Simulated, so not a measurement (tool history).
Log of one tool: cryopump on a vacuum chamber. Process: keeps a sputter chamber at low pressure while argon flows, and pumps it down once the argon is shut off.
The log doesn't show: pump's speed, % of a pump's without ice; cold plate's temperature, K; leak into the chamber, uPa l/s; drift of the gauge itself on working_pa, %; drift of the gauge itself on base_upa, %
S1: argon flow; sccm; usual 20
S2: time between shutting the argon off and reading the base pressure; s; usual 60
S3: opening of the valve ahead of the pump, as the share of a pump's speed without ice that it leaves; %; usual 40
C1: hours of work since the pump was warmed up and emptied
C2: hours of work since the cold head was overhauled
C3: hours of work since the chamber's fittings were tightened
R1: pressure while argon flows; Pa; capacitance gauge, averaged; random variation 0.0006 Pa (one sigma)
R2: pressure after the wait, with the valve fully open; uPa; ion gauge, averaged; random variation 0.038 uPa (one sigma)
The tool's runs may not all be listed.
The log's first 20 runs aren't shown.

run,day,S1,S2,S3,C1,C2,C3,R1,R2
21,24.029,20,60,26,308,308,32,0.1349,2.24
22,25.062,19,79,47,318,318,42,0.0719,1.93
23,26.025,20,160,55,327,327,51,0.0642,1.18
24,27.404,13,253,40,341,341,65,0.0578,0.85
25,28.479,13,253,40,351,351,75,0.0573,0.86
26,29.958,16,134,40,366,366,90,0.0718,1.30
27,30.875,16,134,40,375,375,99,0.0723,1.25
28,31.800,13,123,50,384,384,108,0.0460,1.38

Forecast run 29:
29,32.721,20,60,16,393,393,117,?,?

R1: 0.2173 Pa
R2: 2.31 uPa
Without the tool's hidden state the same run would have given R1 0.2129 Pa, R2 2.12 uPa.

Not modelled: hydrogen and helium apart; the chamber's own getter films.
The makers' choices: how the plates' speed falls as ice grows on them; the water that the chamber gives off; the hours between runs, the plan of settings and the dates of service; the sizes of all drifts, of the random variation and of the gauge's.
